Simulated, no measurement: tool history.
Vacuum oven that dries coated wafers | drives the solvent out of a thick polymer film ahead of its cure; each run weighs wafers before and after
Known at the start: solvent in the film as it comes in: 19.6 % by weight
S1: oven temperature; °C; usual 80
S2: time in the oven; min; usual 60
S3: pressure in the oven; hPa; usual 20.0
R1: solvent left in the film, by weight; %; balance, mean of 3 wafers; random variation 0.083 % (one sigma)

run 1 hour=0.0 | S1=80 S2=60 S3=20.0 | R1=7.05
run 2 hour=44.4 | S1=80 S2=60 S3=20.0 | R1=7.06
run 3 hour=73.6 | S1=80 S2=60 S3=17.4 | R1=6.62
run 4 hour=103.8 | S1=80 S2=60 S3=17.4 | R1=6.51
run 5 hour=136.5 | S1=80 S2=60 S3=17.4 | R1=6.66
run 6 hour=184.1 | S1=80 S2=60 S3=17.4 | R1=6.68
run 7 hour=237.7 | S1=80 S2=60 S3=17.4 | R1=6.70
run 8 hour=295.2 | S1=91 S2=60 S3=20.0 | R1=3.95
run 9 hour=336.1 | S1=80 S2=60 S3=20.0 | R1=6.99
run 10 hour=364.8 | S1=80 S2=60 S3=20.0 | R1=7.07
run 11 hour=421.5 | S1=80 S2=60 S3=20.0 | R1=6.98
run 12 hour=479.5 | S1=80 S2=60 S3=20.0 | R1=7.00
run 13 hour=519.0 | S1=80 S2=60 S3=20.0 | R1=7.02
run 14 hour=550.7 | S1=70 S2=63 S3=63.5 | R1=19.71
-- hour=557.1 vacuum gauge cleaned of residue and calibrated
run 15 hour=594.6 | S1=70 S2=60 S3=20.0 | R1=11.20
run 16 hour=643.0 | S1=70 S2=60 S3=20.0 | R1=11.12

The next listed run, before its measurement:
-- hour=680.2 vacuum gauge cleaned of residue and calibrated, once more
run 17 hour=687.5 | S1=70 S2=60 S3=20.0 | R1=?

Run 17 gave R1 9.91 %.
Without the tool's hidden state the same run would have given R1 10.21 %.
